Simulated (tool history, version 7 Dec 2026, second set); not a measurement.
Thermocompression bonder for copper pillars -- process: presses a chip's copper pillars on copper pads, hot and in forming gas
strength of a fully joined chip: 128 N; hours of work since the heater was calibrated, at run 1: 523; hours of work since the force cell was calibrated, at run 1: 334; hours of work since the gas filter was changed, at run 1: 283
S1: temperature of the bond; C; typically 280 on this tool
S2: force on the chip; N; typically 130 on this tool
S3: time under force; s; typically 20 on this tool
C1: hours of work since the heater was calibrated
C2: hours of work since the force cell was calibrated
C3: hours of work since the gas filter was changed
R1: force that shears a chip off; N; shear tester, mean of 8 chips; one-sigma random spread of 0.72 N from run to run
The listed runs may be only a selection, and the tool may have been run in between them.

| run | hour | S1 | S2 | S3 | C1 | C2 | C3 | R1 |
|---|---|---|---|---|---|---|---|---|
| 1 | 0.0 | 280 | 130 | 20 | 523 | 334 | 283 | 57.8 |
| 2 | 17.2 | 280 | 130 | 20 | 535 | 347 | 295 | 57.9 |
| 3 | 27.1 | 280 | 130 | 20 | 542 | 354 | 302 | 59.9 |
| 4 | 40.7 | 280 | 79 | 20 | 552 | 363 | 312 | 37.9 |
| 5 | 50.5 | 294 | 79 | 20 | 559 | 370 | 319 | 44.8 |
| 6 | 61.9 | 280 | 82 | 20 | 567 | 378 | 327 | 39.0 |
| 7 | 78.9 | 280 | 82 | 20 | 579 | 391 | 339 | 39.4 |
| 8 | 94.4 | 278 | 130 | 20 | 590 | 402 | 350 | 55.9 |
| 9 | 104.4 | 278 | 130 | 20 | 597 | 409 | 357 | 57.7 |
| 10 | 120.6 | 278 | 130 | 20 | 609 | 420 | 368 | 56.8 |
| 11 | 128.9 | 283 | 130 | 24 | 615 | 426 | 374 | 65.4 |
| 12 | 140.5 | 283 | 130 | 24 | 623 | 434 | 383 | 64.6 |
|  | 143.0 | force cell calibrated |
|  | 150.1 | heater calibrated with a thermocouple chip |
| 13 | 154.2 | 280 | 124 | 20 | 3 | 7 | 390 | 51.0 |
| 14 | 171.8 | 280 | 124 | 20 | 15 | 19 | 402 | 50.5 |
|  | 179.5 | force cell calibrated, once more |
| 15 | 182.5 | 287 | 118 | 19 | 22 | 2 | 409 | 48.5 |
| 16 | 192.1 | 287 | 118 | 19 | 29 | 9 | 416 | 48.7 |
| 17 | 203.7 | 287 | 148 | 13 | 37 | 17 | 424 | 51.7 |
|  | 209.3 | forming gas filter changed |
| 18 | 221.9 | 301 | 130 | 20 | 50 | 30 | 9 | 67.1 |

3 options for the next run, each taken on its own from the tool as it stands now. Forecast them:
| A | 238.1 | 257 | 121 | 20 | 61 | 41 | 20 | ? |
| B | 238.1 | 274 | 130 | 20 | 61 | 41 | 20 | ? |
| C | 238.1 | 299 | 163 | 56 | 61 | 41 | 20 | ? |

| run | R1 |
|---|---|
| A | 35.7 |
| B | 49.2 |
| C | 101.5 |
Without the tool's unlogged condition, the same runs would have read:
| run | R1 |
|---|---|
| A | 34.6 |
| B | 47.9 |
| C | 100.3 |
